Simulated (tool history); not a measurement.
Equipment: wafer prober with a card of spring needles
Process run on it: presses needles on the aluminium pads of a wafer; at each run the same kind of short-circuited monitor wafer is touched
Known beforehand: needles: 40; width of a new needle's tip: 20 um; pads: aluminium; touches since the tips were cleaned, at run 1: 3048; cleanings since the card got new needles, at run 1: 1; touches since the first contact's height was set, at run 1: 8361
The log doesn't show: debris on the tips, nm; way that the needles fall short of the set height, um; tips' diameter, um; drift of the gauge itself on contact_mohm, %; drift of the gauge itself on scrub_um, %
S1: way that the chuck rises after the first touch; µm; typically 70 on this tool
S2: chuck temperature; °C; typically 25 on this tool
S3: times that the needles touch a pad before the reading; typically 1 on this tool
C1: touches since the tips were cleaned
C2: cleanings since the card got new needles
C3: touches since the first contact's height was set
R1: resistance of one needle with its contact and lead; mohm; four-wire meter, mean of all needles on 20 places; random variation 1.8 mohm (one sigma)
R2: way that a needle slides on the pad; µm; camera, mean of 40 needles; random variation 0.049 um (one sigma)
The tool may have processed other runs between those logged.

Run 1, hour 0.0: usual settings; C1 3048; C2 1; C3 8361. Result: R1 231 mohm, R2 12.97 µm.
At hour 4.3: tips cleaned on abrasive film.
At hour 15.1: tips cleaned on abrasive film.
Run 2, hour 18.8: usual settings; C1 1835; C2 3; C3 17551. Result: R1 223 mohm, R2 12.81 µm.
At hour 25.6: tips cleaned on abrasive film.
At hour 37.4: tips cleaned on abrasive film.
Run 3, hour 37.4: usual settings; C1 0; C2 5; C3 26614. Result: R1 183 mohm, R2 12.86 µm.
At hour 48.3: tips cleaned on abrasive film.
Run 4, hour 48.4: usual settings; C1 25; C2 6; C3 32002. Result: R1 188 mohm, R2 12.84 µm.
At hour 59.5: tips cleaned on abrasive film.
Run 5, hour 62.6: usual settings; C1 1558; C2 7; C3 38997. Result: R1 218 mohm, R2 12.83 µm.
At hour 71.1: tips cleaned on abrasive film.
Run 6, hour 71.1: usual settings; C1 0; C2 8; C3 43109. Result: R1 187 mohm, R2 12.88 µm.
At hour 82.4: tips cleaned on abrasive film.
Run 7, hour 88.0: usual settings; C1 2769; C2 9; C3 51416. Result: R1 233 mohm, R2 12.77 µm.
At hour 93.9: tips cleaned on abrasive film.
Run 8, hour 98.6: usual settings but S2 54 °C, S3 2; C1 2305; C2 10; C3 56614. Result: R1 213 mohm, R2 12.80 µm.
At hour 105.0: tips cleaned on abrasive film.
Run 9, hour 107.3: usual settings but S1 59 µm, S2 54 °C; C1 1136; C2 11; C3 60849. Result: R1 236 mohm, R2 10.81 µm.
At hour 116.2: tips cleaned on abrasive film.
Run 10, hour 123.2: usual settings but S1 69 µm, S3 2; C1 3446; C2 12; C3 68651. Result: R1 216 mohm, R2 12.61 µm.
At hour 126.6: tips cleaned on abrasive film.
At hour 138.6: tips cleaned on abrasive film.
Run 11, hour 138.8: usual settings but S1 69 µm, S2 99 °C; C1 111; C2 14; C3 76276. Result: R1 204 mohm, R2 12.48 µm.
Run 12, hour 147.0: usual settings but S1 69 µm, S2 99 °C; C1 4143; C2 14; C3 80308. Result: R1 252 mohm, R2 12.55 µm.
At hour 149.7: tips cleaned on abrasive film.
At hour 160.5: tips cleaned on abrasive film.
Run 13, hour 164.9: usual settings but S1 79 µm, S2 39 °C, S3 2; C1 2174; C2 16; C3 89038. Result: R1 202 mohm, R2 14.40 µm.

Selected run-to-run steps in R1, each split into two signed amounts: the part the tool would show with no hidden state at all (from settings, incoming material and random variation), and the remainder, which goes to the hidden state together with any gauge scatter not common to the measured and the hidden-state-free results:
Run 6 -> 7: tips cleaned on abrasive film. R1 +46 mohm: hidden state +48, all else -2.
Run 12 -> 13: S1 69 -> 79, S2 99 -> 39, S3 1 -> 2, tips cleaned on abrasive film, tips cleaned on abrasive film. R1 -50 mohm: hidden state -33, all else -17.
